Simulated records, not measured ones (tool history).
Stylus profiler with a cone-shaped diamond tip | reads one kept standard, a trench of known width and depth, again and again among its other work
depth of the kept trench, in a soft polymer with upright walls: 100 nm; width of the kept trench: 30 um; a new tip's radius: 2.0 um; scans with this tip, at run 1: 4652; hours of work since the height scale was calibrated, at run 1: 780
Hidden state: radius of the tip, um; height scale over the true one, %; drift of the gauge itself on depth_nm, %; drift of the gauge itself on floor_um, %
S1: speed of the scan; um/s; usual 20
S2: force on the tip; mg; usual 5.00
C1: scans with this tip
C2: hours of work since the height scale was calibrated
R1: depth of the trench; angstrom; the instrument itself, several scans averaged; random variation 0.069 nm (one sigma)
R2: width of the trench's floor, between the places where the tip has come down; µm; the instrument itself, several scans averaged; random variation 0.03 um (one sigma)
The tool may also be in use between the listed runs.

run    hour  S1     S2     C1    C2      R1     R2
  1     0.0  20   5.00   4652   780  1013.1  28.52
  2    75.1  20   5.00   4844   813  1013.1  28.46
  3   117.5  20   5.00   4953   831  1013.8  28.47
  4   180.5  20   5.00   5114   858  1012.3  28.43
  5   233.4  20   5.00   5249   881  1013.1  28.44
  6   283.8  62   5.00   5378   902  1013.1  28.36
  7   343.9  62   5.00   5532   928  1011.5  28.35
  8   387.0  62   1.71   5642   947  1004.9  28.25
  9   428.3  62   1.71   5748   964  1003.6  28.27
 10   484.5  20   2.06   5892   988  1007.0  28.41
 11   540.8  20   2.06   6036  1013  1005.7  28.41
 12   629.2  20   2.06   6263  1051  1005.7  28.38
 13   698.4  20   2.06   6440  1080  1005.3  28.39
 14   743.9  20   2.06   6556  1100  1005.1  28.34
 15   815.8  20   5.00   6740  1131  1012.9  28.37
 16   858.4  20   5.00   6849  1149  1011.5  28.30
 17   939.2  20   5.00   7056  1184  1011.5  28.34
 18  1006.6  20   5.00   7229  1213  1011.5  28.32
 19  1047.9  20   6.62   7335  1230  1015.2  28.29
 20  1096.6  20   5.00   7459  1251  1012.5  28.36
     1103.6  -- height scale calibrated on a step standard
 21  1156.6  20   5.00   7611    23  1010.6  28.37
 22  1198.4  20   5.00   7718    41  1012.1  28.27
 23  1258.3  20   5.44   7872    66  1011.4  28.32
 24  1349.6  20   4.82   8106   106  1010.5  28.34
     1402.7  -- height scale calibrated on a step standard, once more
 25  1431.1  41  14.87   8313    12  1030.3  28.28
 26  1478.3  29   1.97   8434    32  1008.6  28.32
 27  1536.8  19   3.92   8584    58  1013.1  28.26
 28  1631.9  33   3.92   8827    98  1013.2  28.25
 29  1702.9  33   3.92   9009   129  1012.8  28.31
 30  1751.7   5   2.34   9134   150  1009.5  28.28
 31  1826.9  45   6.44   9326   182  1017.5  28.24
 32  1895.8  45   6.44   9502   212  1017.3  28.25
 33  1953.8  45   6.44   9651   237  1017.4  28.22
 34  1999.9  45   6.44   9769   256  1017.4  28.14
 35  2051.1  20   2.04   9900   278  1007.8  28.26
 36  2098.4  20   2.04  10021   299  1007.1  28.22
 37  2143.1   7   5.00  10136   318  1013.8  28.26
 38  2189.5  35   4.89  10254   338  1014.7  28.24
 39  2246.0  38   8.62  10399   362  1020.4  28.19
 40  2314.3  36   6.42  10574   391  1016.9  28.19
 41  2355.6  47   4.78  10679   409  1013.9  28.17
 42  2403.2  47   4.78  10801   430  1014.0  28.11
 43  2466.4   6  12.68  10963   457  1028.0  28.20
 44  2517.7   6  12.68  11094   479  1026.4  28.24
 45  2607.0  21   5.00  11323   517  1013.2  28.13
 46  2678.9  27   3.25  11507   548  1008.8  28.12

4 ways to go on from here, each from the tool as it stands after run 46. What would each give?
  A  2763.9  20  1.88  11725  585   ?   ?
  B  2763.9   8  6.78  11725  585   ?   ?
  C  2763.9   6  1.74  11725  585   ?   ?
  D  2763.9  43  5.00  11725  585   ?   ?

run      R1     R2
  A  1005.6  28.15
  B  1017.1  28.20
  C  1005.4  28.26
  D  1013.6  28.17
Without the tool's hidden state the same runs would have given:
run      R1     R2
  A  1008.2  28.69
  B  1019.7  28.75
  C  1008.0  28.80
  D  1016.3  28.71

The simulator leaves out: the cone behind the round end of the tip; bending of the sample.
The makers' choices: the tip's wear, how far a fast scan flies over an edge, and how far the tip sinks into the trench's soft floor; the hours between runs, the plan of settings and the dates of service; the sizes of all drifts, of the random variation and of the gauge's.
